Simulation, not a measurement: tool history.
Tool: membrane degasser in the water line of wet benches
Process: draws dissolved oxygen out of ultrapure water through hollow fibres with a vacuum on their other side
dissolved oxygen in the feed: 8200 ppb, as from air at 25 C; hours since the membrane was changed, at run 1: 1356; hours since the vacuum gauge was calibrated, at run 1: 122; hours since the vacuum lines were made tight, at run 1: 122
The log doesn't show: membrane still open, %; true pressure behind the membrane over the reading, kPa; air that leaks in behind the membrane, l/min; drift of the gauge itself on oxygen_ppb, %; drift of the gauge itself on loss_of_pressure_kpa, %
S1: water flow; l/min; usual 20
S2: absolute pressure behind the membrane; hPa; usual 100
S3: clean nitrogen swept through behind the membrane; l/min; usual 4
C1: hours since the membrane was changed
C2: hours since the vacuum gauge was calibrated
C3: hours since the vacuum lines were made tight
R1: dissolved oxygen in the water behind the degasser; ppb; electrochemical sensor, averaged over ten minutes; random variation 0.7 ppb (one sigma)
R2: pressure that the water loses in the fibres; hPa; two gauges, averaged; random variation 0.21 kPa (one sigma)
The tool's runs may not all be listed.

run     day  S1   S2     S3    C1    C2    C3    R1     R2
  1       0  20  100      4  1356   122   122  85.9  500.4
  2    9.05  20  100      4  1573   339   339  86.2    501
  3    13.6  20  100      4  1683   448   448  87.1  496.2
  4  17.296  20  100      4  1771   537   537  85.7  502.2
  5  25.796  20  100      4  1975   741   741  87.4  501.6
  6   31.05  12   65   1.65  2102   867   867  58.8  303.3
  7  38.667  14  220  10.36  2284  1050  1050  64.7  351.4
  8  47.362  20   90   2.29  2493  1258  1258   126  503.4

The next listed run, before its measurement:
  9  54.225  26  100   4  2658  1423  1423   ?   ?

Run 9 gave R1 119.7 ppb, R2 650.6 hPa.
Without the tool's hidden state the same run would have given R1 116.8 ppb, R2 639.3 hPa.
